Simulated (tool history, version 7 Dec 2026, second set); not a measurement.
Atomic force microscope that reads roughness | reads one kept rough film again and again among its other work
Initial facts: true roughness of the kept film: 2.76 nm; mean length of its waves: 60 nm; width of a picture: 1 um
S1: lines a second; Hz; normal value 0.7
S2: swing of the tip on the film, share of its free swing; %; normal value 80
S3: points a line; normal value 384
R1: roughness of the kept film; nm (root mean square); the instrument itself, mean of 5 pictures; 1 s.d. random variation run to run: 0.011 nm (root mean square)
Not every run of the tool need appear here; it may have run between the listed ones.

run	hour	S1	S2	S3	R1
1	0	0.7	80	384	2.406
2	34.6	0.7	80	384	2.377
3	78.4	0.7	80	384	2.45
4	125.6	0.7	80	384	2.437
5	189.3	0.7	80	384	2.411
6	236.4	0.7	80	384	2.411
7	265.2	0.7	80	384	2.403
8	292.7	0.7	80	384	2.393
9	334.4	1.494	80	384	2.2
10	384.8	1.494	80	384	2.275
11	442.2	0.7	80	384	2.44
12	484.6	0.7	80	384	2.421
13	517	0.7	80	384	2.416
14	547.4	0.7	80	384	2.42
15	579.2	0.7	80	384	2.422
16	644.3	0.7	80	384	2.382
17	703.5	3.123	80	424	1.942
18	731.4	0.7	58	384	2.578
19	776.1	1.331	60	308	2.494
20	809.9	0.7	78	384	2.441
21	840.7	2.36	62	490	2.398
22	879.5	0.621	80	682	2.445
23	923.7	0.823	81	385	2.376
24	987	0.677	80	384	2.395
25	1020.3	1.578	80	654	2.179
26	1066	1.334	80	384	2.271
27	1099.5	1.334	80	384	2.286
28	1150.5	0.7	68	805	2.51
29	1181.1	0.7	80	971	2.418
30	1239	0.7	80	971	2.421
31	1303.4	0.7	80	971	2.392
32	1332.6	0.7	80	971	2.372

Withheld: 4 entries from between the runs. Position of each, and hidden state at the listed run before versus the listed run after:
From run 2 to run 3: new tip fitted (hour 38.4)
  radius of the tip, nm: 22.6 -> 11.7; height scale over the true one, %: -0.53 -> -0.54
  measured less the result without the state, R1: -0.101 -> -0.025 nm (root mean square)
From run 9 to run 10: new tip fitted (hour 366.8)
  radius of the tip, nm: 21 -> 11; height scale over the true one, %: -0.59 -> -0.6
  measured less the result without the state, R1: -0.084 -> -0.021 nm (root mean square)
From run 16 to run 17: new tip fitted (hour 697.3)
  radius of the tip, nm: 20.3 -> 10.5; height scale over the true one, %: -0.66 -> -0.68
  measured less the result without the state, R1: -0.089 -> -0.016 nm (root mean square)
From run 25 to run 26: new tip fitted (hour 1030.5)
  radius of the tip, nm: 21.7 -> 11.3; height scale over the true one, %: -0.75 -> -0.76
  measured less the result without the state, R1: -0.092 -> -0.026 nm (root mean square)
